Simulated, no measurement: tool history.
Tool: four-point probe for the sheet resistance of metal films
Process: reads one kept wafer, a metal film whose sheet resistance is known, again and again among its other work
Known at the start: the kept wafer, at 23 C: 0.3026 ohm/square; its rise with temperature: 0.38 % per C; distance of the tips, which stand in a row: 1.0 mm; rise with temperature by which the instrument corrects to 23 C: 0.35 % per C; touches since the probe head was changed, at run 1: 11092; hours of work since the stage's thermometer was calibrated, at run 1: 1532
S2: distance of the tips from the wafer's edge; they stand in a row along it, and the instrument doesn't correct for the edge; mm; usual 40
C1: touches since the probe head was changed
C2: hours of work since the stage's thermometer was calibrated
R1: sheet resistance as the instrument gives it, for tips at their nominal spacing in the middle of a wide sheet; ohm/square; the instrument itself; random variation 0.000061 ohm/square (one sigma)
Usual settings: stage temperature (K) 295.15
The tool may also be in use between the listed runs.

run 1 hour=0.0 | stage_temperature_(K)=295.15 S2=40 | C1=11092 C2=1532 | R1=0.303533
run 2 hour=33.5 | stage_temperature_(K)=300.15 S2=40 | C1=11624 C2=1552 | R1=0.304034
run 3 hour=54.6 | stage_temperature_(K)=300.15 S2=40 | C1=11959 C2=1564 | R1=0.304023
run 4 hour=88.7 | stage_temperature_(K)=300.15 S2=40 | C1=12500 C2=1584 | R1=0.304008
run 5 hour=114.1 | stage_temperature_(K)=301.15 S2=40 | C1=12904 C2=1599 | R1=0.304133
run 6 hour=146.7 | stage_temperature_(K)=301.15 S2=40 | C1=13420 C2=1618 | R1=0.304099
run 7 hour=164.0 | stage_temperature_(K)=298.15 S2=40 | C1=13695 C2=1628 | R1=0.303730
-- hour=166.6 stage's thermometer calibrated
run 8 hour=187.4 | stage_temperature_(K)=298.15 S2=40 | C1=14059 C2=12 | R1=0.303269
run 9 hour=217.0 | stage_temperature_(K)=295.15 S2=9 | C1=14528 C2=30 | R1=0.304894
run 10 hour=238.4 | stage_temperature_(K)=295.15 S2=9 | C1=14868 C2=42 | R1=0.304773
run 11 hour=254.4 | stage_temperature_(K)=295.15 S2=9 | C1=15122 C2=52 | R1=0.304813
run 12 hour=288.1 | stage_temperature_(K)=295.15 S2=40 | C1=15657 C2=72 | R1=0.302939
run 13 hour=307.5 | stage_temperature_(K)=295.15 S2=5 | C1=15965 C2=83 | R1=0.309211
run 14 hour=326.2 | stage_temperature_(K)=295.15 S2=69 | C1=16261 C2=94 | R1=0.302931
run 15 hour=343.2 | stage_temperature_(K)=295.15 S2=69 | C1=16531 C2=104 | R1=0.303027
run 16 hour=364.6 | stage_temperature_(K)=295.15 S2=69 | C1=16870 C2=117 | R1=0.303008
run 17 hour=402.4 | stage_temperature_(K)=295.15 S2=40 | C1=17471 C2=139 | R1=0.302893
run 18 hour=436.3 | stage_temperature_(K)=301.15 S2=3 | C1=18008 C2=159 | R1=0.320512
run 19 hour=454.0 | stage_temperature_(K)=292.15 S2=75 | C1=18290 C2=169 | R1=0.302569
run 20 hour=469.6 | stage_temperature_(K)=291.15 S2=3 | C1=18537 C2=178 | R1=0.319246
run 21 hour=499.7 | stage_temperature_(K)=291.15 S2=3 | C1=19015 C2=196 | R1=0.319415
run 22 hour=537.2 | stage_temperature_(K)=296.15 S2=6 | C1=19611 C2=218 | R1=0.307392
run 23 hour=567.8 | stage_temperature_(K)=296.15 S2=6 | C1=20097 C2=236 | R1=0.307364
run 24 hour=588.0 | stage_temperature_(K)=294.15 S2=70 | C1=20417 C2=248 | R1=0.302784
run 25 hour=608.7 | stage_temperature_(K)=294.15 S2=70 | C1=20745 C2=260 | R1=0.302640
run 26 hour=645.3 | stage_temperature_(K)=292.15 S2=63 | C1=21325 C2=282 | R1=0.302580
run 27 hour=661.9 | stage_temperature_(K)=292.15 S2=63 | C1=21589 C2=292 | R1=0.302521
run 28 hour=678.3 | stage_temperature_(K)=292.15 S2=63 | C1=21849 C2=301 | R1=0.302495
run 29 hour=695.8 | stage_temperature_(K)=300.15 S2=10 | C1=22127 C2=312 | R1=0.304850
run 30 hour=731.4 | stage_temperature_(K)=299.15 S2=26 | C1=22693 C2=333 | R1=0.303476
run 31 hour=748.8 | stage_temperature_(K)=299.15 S2=26 | C1=22969 C2=343 | R1=0.303442
run 32 hour=770.5 | stage_temperature_(K)=300.15 S2=8 | C1=23314 C2=356 | R1=0.305751
run 33 hour=801.3 | stage_temperature_(K)=300.15 S2=8 | C1=23802 C2=374 | R1=0.305882
run 34 hour=822.1 | stage_temperature_(K)=296.15 S2=26 | C1=24131 C2=386 | R1=0.303021

Some steps in R1 between neighbouring runs. How much of each would the tool show without its hidden state too (settings, what came in, random variation), and how much is left for the hidden state, with any gauge scatter that isn't in both results?
The hidden state here: inner tips' distance over the nominal, %; tips' flats over new ones', %; wafer's true temperature over the reading, C; drift of the gauge itself on sheet_ohm, %.
Run 7 -> 8: stage's thermometer calibrated. R1 -0.000461 ohm/square: hidden state -0.000614, all else +0.000153.
Run 17 -> 18: stage temperature (K) 295.15 -> 301.15, S2 40 -> 3. R1 +0.017619 ohm/square: hidden state +0.000013, all else +0.017606.
Run 18 -> 19: stage temperature (K) 301.15 -> 292.15, S2 3 -> 75. R1 -0.017943 ohm/square: hidden state -0.000017, all else -0.017926.
Run 19 -> 20: stage temperature (K) 292.15 -> 291.15, S2 75 -> 3. R1 +0.016677 ohm/square: hidden state +0.000015, all else +0.016662.
Run 21 -> 22: stage temperature (K) 291.15 -> 296.15, S2 3 -> 6. R1 -0.012023 ohm/square: hidden state -0.000016, all else -0.012007.

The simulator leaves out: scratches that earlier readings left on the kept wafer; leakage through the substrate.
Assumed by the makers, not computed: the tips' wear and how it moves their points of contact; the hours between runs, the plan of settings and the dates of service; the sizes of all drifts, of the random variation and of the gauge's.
